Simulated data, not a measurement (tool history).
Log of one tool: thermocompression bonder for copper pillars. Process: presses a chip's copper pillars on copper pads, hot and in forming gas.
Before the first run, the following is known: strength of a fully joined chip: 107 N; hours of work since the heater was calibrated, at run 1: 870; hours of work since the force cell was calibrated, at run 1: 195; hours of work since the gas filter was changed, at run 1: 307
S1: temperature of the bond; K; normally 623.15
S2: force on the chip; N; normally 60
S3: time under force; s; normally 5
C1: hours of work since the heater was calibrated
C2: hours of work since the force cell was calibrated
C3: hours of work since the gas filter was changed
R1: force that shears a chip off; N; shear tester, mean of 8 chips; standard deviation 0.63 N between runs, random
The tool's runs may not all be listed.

run 1 day=0 | S1=623.15 S2=60 S3=5 | C1=870 C2=195 C3=307 | R1=74
run 2 day=0.638 | S1=623.15 S2=60 S3=5 | C1=877 C2=201 C3=314 | R1=74
run 3 day=1.042 | S1=623.15 S2=60 S3=5 | C1=881 C2=206 C3=318 | R1=73
run 4 day=1.696 | S1=623.15 S2=60 S3=5 | C1=888 C2=213 C3=325 | R1=74.5
run 5 day=2.271 | S1=623.15 S2=60 S3=5 | C1=895 C2=219 C3=332 | R1=72.7
run 6 day=2.779 | S1=623.15 S2=60 S3=5 | C1=900 C2=224 C3=337 | R1=73.5
run 7 day=3.1 | S1=623.15 S2=60 S3=5 | C1=904 C2=228 C3=340 | R1=73.1
-- day=3.412 heater calibrated with a thermocouple chip
run 8 day=3.821 | S1=623.15 S2=60 S3=5 | C1=4 C2=235 C3=347 | R1=70.1
run 9 day=4.454 | S1=603.15 S2=60 S3=5 | C1=11 C2=241 C3=354 | R1=60.5
run 10 day=4.754 | S1=603.15 S2=60 S3=5 | C1=14 C2=245 C3=357 | R1=61.2
run 11 day=5.354 | S1=603.15 S2=60 S3=5 | C1=21 C2=251 C3=364 | R1=59.9
run 12 day=5.971 | S1=603.15 S2=60 S3=4 | C1=27 C2=258 C3=370 | R1=56.6
run 13 day=6.671 | S1=595.15 S2=88 S3=4 | C1=35 C2=265 C3=378 | R1=69
run 14 day=7.146 | S1=612.15 S2=42 S3=9 | C1=40 C2=270 C3=383 | R1=60.3
run 15 day=7.825 | S1=612.15 S2=42 S3=9 | C1=47 C2=278 C3=390 | R1=59.9
run 16 day=8.533 | S1=638.15 S2=63 S3=9 | C1=55 C2=285 C3=398 | R1=86.3
run 17 day=8.854 | S1=618.15 S2=80 S3=13 | C1=58 C2=289 C3=401 | R1=89.6
run 18 day=9.246 | S1=652.15 S2=60 S3=5 | C1=63 C2=293 C3=405 | R1=80.3
run 19 day=9.721 | S1=640.15 S2=61 S3=5 | C1=68 C2=298 C3=411 | R1=75.4
run 20 day=10.1 | S1=640.15 S2=61 S3=5 | C1=72 C2=302 C3=415 | R1=75.6
run 21 day=10.483 | S1=649.15 S2=85 S3=5 | C1=76 C2=306 C3=419 | R1=89
run 22 day=10.8 | S1=647.15 S2=85 S3=5 | C1=79 C2=310 C3=422 | R1=89.4
run 23 day=11.125 | S1=602.15 S2=58 S3=5 | C1=83 C2=313 C3=426 | R1=57

Forecast each of these 5 alternatives for the next run:
run A day=11.583 | S1=623.15 S2=60 S3=5 | C1=88 C2=318 C3=431 | R1=?
run B day=11.583 | S1=603.15 S2=60 S3=5 | C1=88 C2=318 C3=431 | R1=?
run C day=11.583 | S1=643.15 S2=88 S3=14 | C1=88 C2=318 C3=431 | R1=?
run D day=11.583 | S1=602.15 S2=61 S3=12 | C1=88 C2=318 C3=431 | R1=?
run E day=11.583 | S1=623.15 S2=60 S3=3 | C1=88 C2=318 C3=431 | R1=?

run=A R1=68.8
run=B R1=59.9
run=C R1=95.5
run=D R1=75.3
run=E R1=59.8
Stripped of hidden state, with their random variation kept, the same runs would have yielded:
run=A R1=76
run=B R1=66.2
run=C R1=104.8
run=D R1=83.1
run=E R1=66.2
